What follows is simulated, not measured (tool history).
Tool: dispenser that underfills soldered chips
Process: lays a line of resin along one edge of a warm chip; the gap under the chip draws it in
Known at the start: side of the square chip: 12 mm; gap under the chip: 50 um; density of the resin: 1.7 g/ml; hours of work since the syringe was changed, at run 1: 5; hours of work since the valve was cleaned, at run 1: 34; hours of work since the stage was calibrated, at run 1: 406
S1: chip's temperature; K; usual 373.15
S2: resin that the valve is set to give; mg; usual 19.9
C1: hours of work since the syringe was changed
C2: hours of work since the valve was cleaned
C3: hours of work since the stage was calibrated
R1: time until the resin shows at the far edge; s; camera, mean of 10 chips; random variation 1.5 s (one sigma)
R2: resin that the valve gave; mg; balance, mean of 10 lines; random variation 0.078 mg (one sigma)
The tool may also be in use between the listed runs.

run 1 hour=0.0 | S1=373.15 S2=19.9 | C1=5 C2=34 C3=406 | R1=160.0 R2=19.41
-- hour=2.9 new syringe of resin
-- hour=11.5 dispensing valve cleaned and set on the balance
-- hour=13.9 new syringe of resin
run 2 hour=17.6 | S1=373.15 S2=19.9 | C1=2 C2=4 C3=415 | R1=141.9 R2=19.88
-- hour=24.3 new syringe of resin
run 3 hour=33.6 | S1=373.15 S2=19.9 | C1=6 C2=13 C3=425 | R1=164.9 R2=19.82
-- hour=34.9 new syringe of resin
run 4 hour=41.1 | S1=373.15 S2=19.9 | C1=4 C2=17 C3=429 | R1=150.3 R2=19.72
-- hour=45.9 new syringe of resin
run 5 hour=55.1 | S1=373.15 S2=19.9 | C1=6 C2=26 C3=438 | R1=162.7 R2=19.65
-- hour=56.4 new syringe of resin
-- hour=66.8 new syringe of resin
run 6 hour=70.6 | S1=373.15 S2=19.9 | C1=2 C2=35 C3=447 | R1=143.8 R2=19.65
-- hour=78.1 new syringe of resin
-- hour=81.6 dispensing valve cleaned and set on the balance
run 7 hour=87.7 | S1=373.15 S2=19.9 | C1=5 C2=4 C3=456 | R1=162.2 R2=19.93
-- hour=89.5 new syringe of resin
run 8 hour=96.1 | S1=373.15 S2=23.1 | C1=4 C2=9 C3=461 | R1=148.7 R2=23.08
-- hour=99.5 new syringe of resin
run 9 hour=106.1 | S1=373.15 S2=23.1 | C1=4 C2=15 C3=467 | R1=152.8 R2=23.00
-- hour=110.2 new syringe of resin
run 10 hour=114.7 | S1=373.15 S2=23.1 | C1=3 C2=20 C3=472 | R1=140.0 R2=23.00
-- hour=120.4 new syringe of resin
run 11 hour=127.2 | S1=371.15 S2=19.9 | C1=4 C2=27 C3=480 | R1=162.1 R2=19.56
-- hour=130.4 new syringe of resin
-- hour=140.7 new syringe of resin
run 12 hour=143.9 | S1=373.15 S2=19.9 | C1=2 C2=37 C3=489 | R1=134.8 R2=19.48
-- hour=151.0 dispensing valve cleaned and set on the balance
-- hour=152.8 new syringe of resin
run 13 hour=155.1 | S1=373.15 S2=19.2 | C1=1 C2=2 C3=495 | R1=136.5 R2=19.13
-- hour=163.2 new syringe of resin
run 14 hour=164.9 | S1=373.15 S2=19.2 | C1=1 C2=8 C3=501 | R1=131.1 R2=19.17
-- hour=173.9 new syringe of resin
run 15 hour=175.2 | S1=373.15 S2=19.2 | C1=1 C2=14 C3=507 | R1=134.1 R2=18.97
run 16 hour=183.0 | S1=373.15 S2=19.2 | C1=6 C2=19 C3=512 | R1=157.0 R2=19.06
-- hour=184.8 new syringe of resin
run 17 hour=193.3 | S1=373.15 S2=22.6 | C1=5 C2=25 C3=518 | R1=153.6 R2=22.29
-- hour=194.9 new syringe of resin
-- hour=205.6 new syringe of resin
run 18 hour=206.5 | S1=382.15 S2=22.6 | C1=1 C2=33 C3=526 | R1=86.8 R2=22.26
-- hour=216.0 new syringe of resin
run 19 hour=216.8 | S1=385.15 S2=20.8 | C1=0 C2=39 C3=532 | R1=77.9 R2=20.36
-- hour=221.3 dispensing valve cleaned and set on the balance
-- hour=227.9 new syringe of resin
run 20 hour=229.4 | S1=382.15 S2=25.7 | C1=1 C2=5 C3=539 | R1=85.6 R2=25.77
run 21 hour=236.7 | S1=383.15 S2=25.2 | C1=5 C2=9 C3=543 | R1=100.2 R2=25.02
-- hour=237.8 new syringe of resin
-- hour=248.1 new syringe of resin
run 22 hour=251.7 | S1=362.15 S2=24.0 | C1=2 C2=18 C3=552 | R1=221.1 R2=23.89
-- hour=258.9 new syringe of resin
-- hour=269.5 new syringe of resin
run 23 hour=269.5 | S1=370.15 S2=18.1 | C1=0 C2=28 C3=562 | R1=144.6 R2=17.87
-- hour=280.2 new syringe of resin
run 24 hour=281.6 | S1=387.15 S2=25.8 | C1=1 C2=36 C3=570 | R1=69.6 R2=25.23
-- hour=290.9 new syringe of resin
-- hour=291.9 dispensing valve cleaned and set on the balance
run 25 hour=296.2 | S1=381.15 S2=21.1 | C1=3 C2=3 C3=578 | R1=97.0 R2=21.06
-- hour=302.1 new syringe of resin
-- hour=312.1 new syringe of resin
run 26 hour=312.1 | S1=383.15 S2=18.0 | C1=0 C2=12 C3=587 | R1=82.7 R2=18.03
run 27 hour=320.4 | S1=373.15 S2=17.7 | C1=5 C2=17 C3=592 | R1=155.4 R2=17.54
-- hour=322.7 new syringe of resin
-- hour=332.8 new syringe of resin
run 28 hour=337.6 | S1=363.15 S2=19.5 | C1=3 C2=27 C3=602 | R1=211.6 R2=19.28
-- hour=343.5 new syringe of resin
run 29 hour=349.1 | S1=372.15 S2=20.1 | C1=3 C2=34 C3=609 | R1=148.5 R2=19.73
-- hour=354.0 new syringe of resin
-- hour=360.9 dispensing valve cleaned and set on the balance
run 30 hour=363.7 | S1=367.15 S2=21.4 | C1=5 C2=2 C3=617 | R1=194.5 R2=21.23
-- hour=365.6 new syringe of resin
run 31 hour=375.0 | S1=387.15 S2=17.4 | C1=6 C2=8 C3=624 | R1=85.6 R2=17.32
-- hour=376.1 new syringe of resin
run 32 hour=385.1 | S1=376.15 S2=24.3 | C1=5 C2=14 C3=630 | R1=131.6 R2=24.18
-- hour=386.2 new syringe of resin
-- hour=397.1 new syringe of resin
run 33 hour=400.4 | S1=360.15 S2=19.9 | C1=2 C2=23 C3=639 | R1=235.7 R2=19.70

Measured less the same run without the tool's hidden state. The same run-to-run variation is in both; the gauge's scatter may not be:
The hidden state here: resin's viscosity, % of fresh resin's; dose that the valve gives, % of what is set; true chip temperature over the reading, C; drift of the gauge itself on fill_s, %; drift of the gauge itself on given_mg, %.
run=1 R1=+9.4 R2=-0.44
run=2 R1=-7.4 R2=+0.02
run=3 R1=+13.8 R2=-0.08
run=4 R1=-0.1 R2=-0.13
run=5 R1=+14.1 R2=-0.22
run=6 R1=-5.5 R2=-0.32
run=7 R1=+12.1 R2=+0.01
run=8 R1=+0.6 R2=-0.05
run=9 R1=+3.8 R2=-0.13
run=10 R1=-7.0 R2=-0.19
run=11 R1=-0.1 R2=-0.23
run=12 R1=-13.7 R2=-0.34
run=13 R1=-14.7 R2=-0.02
run=14 R1=-18.5 R2=-0.07
run=15 R1=-19.5 R2=-0.13
run=16 R1=+9.0 R2=-0.19
run=17 R1=+6.6 R2=-0.29
run=18 R1=-11.6 R2=-0.38
run=19 R1=-11.1 R2=-0.41
run=20 R1=-12.7 R2=-0.02
run=21 R1=+4.1 R2=-0.08
run=22 R1=-23.1 R2=-0.18
run=23 R1=-31.5 R2=-0.24
run=24 R1=-10.6 R2=-0.44
run=25 R1=-8.5 R2=-0.03
run=26 R1=-16.3 R2=-0.11
run=27 R1=+2.3 R2=-0.16
run=28 R1=-23.2 R2=-0.28
run=29 R1=-9.7 R2=-0.35
run=30 R1=+0.9 R2=-0.04
run=31 R1=+3.6 R2=-0.10
run=32 R1=+2.1 R2=-0.23
run=33 R1=-36.8 R2=-0.28

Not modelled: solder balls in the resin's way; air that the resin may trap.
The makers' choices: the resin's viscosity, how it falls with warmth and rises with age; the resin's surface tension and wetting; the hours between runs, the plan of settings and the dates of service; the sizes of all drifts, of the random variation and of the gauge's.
